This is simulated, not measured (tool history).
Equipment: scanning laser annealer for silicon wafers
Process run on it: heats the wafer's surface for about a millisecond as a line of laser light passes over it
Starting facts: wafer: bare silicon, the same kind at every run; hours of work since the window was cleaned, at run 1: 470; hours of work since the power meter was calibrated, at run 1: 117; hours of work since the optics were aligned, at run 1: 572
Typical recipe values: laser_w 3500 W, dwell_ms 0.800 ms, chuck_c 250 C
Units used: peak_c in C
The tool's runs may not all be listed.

run	hour	laser_w	dwell_ms	chuck_c	hours of work since the window was cleaned	hours of work since the power meter was calibrated	hours of work since the optics were aligned	peak_c
1	0.0	3500	0.800	250	470	117	572	960
2	32.6	3804	0.800	250	492	139	594	1033
# hour 58.9: window over the wafer cleaned
3	69.1	3500	0.800	250	7	162	617	986
4	119.1	3500	0.800	250	41	196	651	983
5	156.0	3500	0.800	250	65	221	676	983
6	189.4	3500	0.800	250	88	243	698	981
7	235.4	3500	0.800	250	119	274	729	981
8	259.3	3500	0.800	287	135	291	745	1018
9	288.0	3500	0.800	287	154	310	765	1018
10	340.4	3500	0.800	285	190	345	800	1010
# hour 345.7: laser's power meter calibrated
11	393.4	3500	0.800	285	223	32	834	1009
12	442.0	2995	0.800	285	256	65	866	888
13	484.9	3500	0.696	278	285	94	895	957
14	523.0	3500	0.696	278	310	119	921	956
15	574.2	3539	0.836	272	345	154	955	1016

Run 16 has not been measured yet. What should we expect?
16	614.1	3500	0.572	250	372	181	982	?

{"run 16": {"peak_c": 867}}
Had the tool carried no hidden state, the very same run would have given peak_c 883 C.

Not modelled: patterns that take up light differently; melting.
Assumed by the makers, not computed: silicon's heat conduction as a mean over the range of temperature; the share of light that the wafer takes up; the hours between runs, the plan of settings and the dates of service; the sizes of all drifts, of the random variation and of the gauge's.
